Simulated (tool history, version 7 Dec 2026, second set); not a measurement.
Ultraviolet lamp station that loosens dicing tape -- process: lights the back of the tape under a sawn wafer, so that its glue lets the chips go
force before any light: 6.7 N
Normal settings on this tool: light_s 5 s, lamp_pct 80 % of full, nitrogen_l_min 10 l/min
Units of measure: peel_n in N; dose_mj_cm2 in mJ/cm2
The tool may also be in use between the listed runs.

| run | hour | light_s | lamp_pct | nitrogen_l_min | peel_n | dose_mj_cm2 |
|---|---|---|---|---|---|---|
| 1 | 0 | 5 | 80 | 10 | 0.657 | 422 |
| 2 | 54 | 5 | 80 | 10 | 0.644 | 410 |
| 3 | 108.2 | 5 | 80 | 10 | 0.701 | 405 |
|  | 187.8 | window cleaned of glue's vapour |
| 4 | 188.3 | 5 | 80 | 10 | 0.684 | 408 |
| 5 | 244.1 | 9 | 80 | 10 | 0.183 | 724 |
| 6 | 328.5 | 9 | 80 | 10 | 0.203 | 698 |
| 7 | 385.2 | 5 | 75 | 10 | 0.922 | 359 |
| 8 | 439.6 | 5 | 75 | 10 | 0.964 | 346 |
| 9 | 499.2 | 5 | 75 | 19 | 0.709 | 338 |
| 10 | 580.2 | 5 | 75 | 19 | 0.749 | 326 |
| 11 | 659.9 | 5 | 75 | 19 | 0.816 | 309 |
| 12 | 736.9 | 5 | 80 | 17 | 0.835 | 325 |
|  | 758.7 | window cleaned of glue's vapour |
| 13 | 828.6 | 5 | 80 | 17 | 0.819 | 321 |
| 14 | 899.4 | 5 | 80 | 17 | 0.882 | 312 |
| 15 | 944.7 | 5 | 97 | 10 | 0.852 | 363 |
| 16 | 992.5 | 5 | 80 | 7 | 1.488 | 295 |
| 17 | 1034.8 | 5 | 80 | 10 | 1.308 | 290 |
| 18 | 1085.7 | 5 | 80 | 10 | 1.337 | 280 |
| 19 | 1126.6 | 5 | 80 | 10 | 1.41 | 279 |
| 20 | 1170.3 | 5 | 80 | 10 | 1.494 | 273 |
| 21 | 1231.9 | 5 | 80 | 10 | 1.505 | 260 |
|  | 1325.7 | window cleaned of glue's vapour |
| 22 | 1325.7 | 9 | 80 | 10 | 0.53 | 456 |
|  | 1350.4 | lamp changed |
| 23 | 1398.7 | 5 | 80 | 13 | 0.492 | 435 |
| 24 | 1490.2 | 5 | 80 | 6 | 0.928 | 417 |
| 25 | 1550.8 | 5 | 80 | 6 | 0.983 | 411 |
| 26 | 1606 | 4 | 61 | 4 | 2.432 | 243 |
| 27 | 1680.6 | 5 | 79 | 16 | 0.589 | 384 |
| 28 | 1757.4 | 3 | 64 | 15 | 2.047 | 182 |
| 29 | 1820.3 | 3 | 82 | 15 | 1.564 | 225 |
| 30 | 1874.8 | 7 | 96 | 8 | 0.334 | 603 |
|  | 1891.6 | window cleaned of glue's vapour |
| 31 | 1930.7 | 7 | 96 | 8 | 0.316 | 606 |
| 32 | 1984.8 | 7 | 96 | 8 | 0.35 | 600 |
| 33 | 2039.8 | 7 | 96 | 8 | 0.362 | 585 |
| 34 | 2080.1 | 3 | 80 | 3 | 3.162 | 204 |
| 35 | 2121 | 3 | 80 | 3 | 3.113 | 196 |
| 36 | 2185 | 3 | 80 | 3 | 3.214 | 195 |
| 37 | 2251.3 | 3 | 80 | 3 | 3.255 | 186 |
| 38 | 2308.9 | 5 | 82 | 3 | 2.142 | 312 |
| 39 | 2364.4 | 4 | 82 | 3 | 2.625 | 244 |
| 40 | 2404.8 | 9 | 72 | 8 | 0.6 | 468 |
|  | 2463.1 | window cleaned of glue's vapour |
| 41 | 2477.7 | 9 | 72 | 8 | 0.575 | 473 |
| 42 | 2546.7 | 9 | 72 | 8 | 0.605 | 461 |

Each row is a separate what-if for the run after 42, all from the same tool condition, not one after another. Results?
| A | 2620.5 | 8 | 90 | 13 | ? | ? |
| B | 2620.5 | 4 | 75 | 6 | ? | ? |
| C | 2620.5 | 3 | 80 | 8 | ? | ? |

| run | peel_n | dose_mj_cm2 |
|---|---|---|
| A | 0.374 | 493 |
| B | 2.523 | 206 |
| C | 2.725 | 161 |
The same runs, with their run-to-run variation unchanged, on a tool lacking any hidden condition would have given:
| run | peel_n | dose_mj_cm2 |
|---|---|---|
| A | 0.127 | 814 |
| B | 1.349 | 340 |
| C | 1.559 | 268 |
